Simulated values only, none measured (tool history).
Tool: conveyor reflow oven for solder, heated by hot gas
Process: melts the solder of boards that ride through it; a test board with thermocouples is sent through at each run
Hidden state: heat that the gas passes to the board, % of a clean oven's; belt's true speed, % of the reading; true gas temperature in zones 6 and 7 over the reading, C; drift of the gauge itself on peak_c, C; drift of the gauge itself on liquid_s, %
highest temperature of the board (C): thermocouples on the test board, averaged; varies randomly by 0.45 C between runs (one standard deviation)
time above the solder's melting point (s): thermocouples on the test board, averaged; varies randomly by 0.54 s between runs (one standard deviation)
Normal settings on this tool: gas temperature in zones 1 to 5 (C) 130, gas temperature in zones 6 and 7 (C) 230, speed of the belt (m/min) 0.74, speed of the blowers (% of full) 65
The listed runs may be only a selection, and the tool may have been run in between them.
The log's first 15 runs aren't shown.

run,hour,gas temperature in zones 1 to 5 (C),gas temperature in zones 6 and 7 (C),speed of the belt (m/min),speed of the blowers (% of full),hours of work since the flux was cleaned out,hours of work since the belt drive was overhauled,hours of work since the thermocouples were changed,highest temperature of the board (C),time above the solder's melting point (s)
16,531.7,130,230,0.74,81,311,685,618,209.3,40.3
17,554.4,130,230,0.74,81,324,698,631,208.7,40.3
18,577.6,130,230,0.74,81,338,712,645,209.2,38.7
19,615.9,130,230,0.878,65,360,734,667,196.3,19.5
20,647.2,130,232,0.707,65,379,753,686,207,39.1
21,677.4,130,232,0.707,65,396,770,703,207.1,38.8
22,718.2,144,230,0.74,64,420,794,727,206.9,40.3
23,759.3,144,230,0.74,64,444,818,751,206.2,39.9
24,790.9,144,230,0.74,64,463,837,770,206.3,40.5
25,821.1,130,230,0.74,65,480,854,787,203.4,33.4
# hour 842.4: flux residue cleaned out of gas plates and filters
26,844.8,130,232,0.74,83,1,865,798,214.2,44.8
27,871.1,144,230,0.74,89,17,881,814,216.2,50.4
28,893.2,131,230,0.881,65,30,894,827,200.2,24.1
29,918,124,234,0.74,65,44,908,841,208.2,36.8
30,956.3,127,231,0.74,53,67,930,863,201.1,29.9

Branching from run 30: 5 alternative next runs. What would each branch give?
A,998.8,115,230,0.74,65,91,955,888,?,?
B,998.8,130,243,0.843,80,91,955,888,?,?
C,998.8,121,230,0.825,65,91,955,888,?,?
D,998.8,130,224,0.845,53,91,955,888,?,?
E,998.8,127,231,0.606,53,91,955,888,?,?

run,highest temperature of the board (C),time above the solder's melting point (s)
A,203.3,30.3
B,216.7,38.8
C,199.7,23.2
D,191.2,13.3
E,209.3,48.6
Without the tool's hidden state the same runs would have given:
run,highest temperature of the board (C),time above the solder's melting point (s)
A,202.8,29.2
B,216.3,37.9
C,199.2,22.3
D,190.6,12.2
E,208.6,46.9

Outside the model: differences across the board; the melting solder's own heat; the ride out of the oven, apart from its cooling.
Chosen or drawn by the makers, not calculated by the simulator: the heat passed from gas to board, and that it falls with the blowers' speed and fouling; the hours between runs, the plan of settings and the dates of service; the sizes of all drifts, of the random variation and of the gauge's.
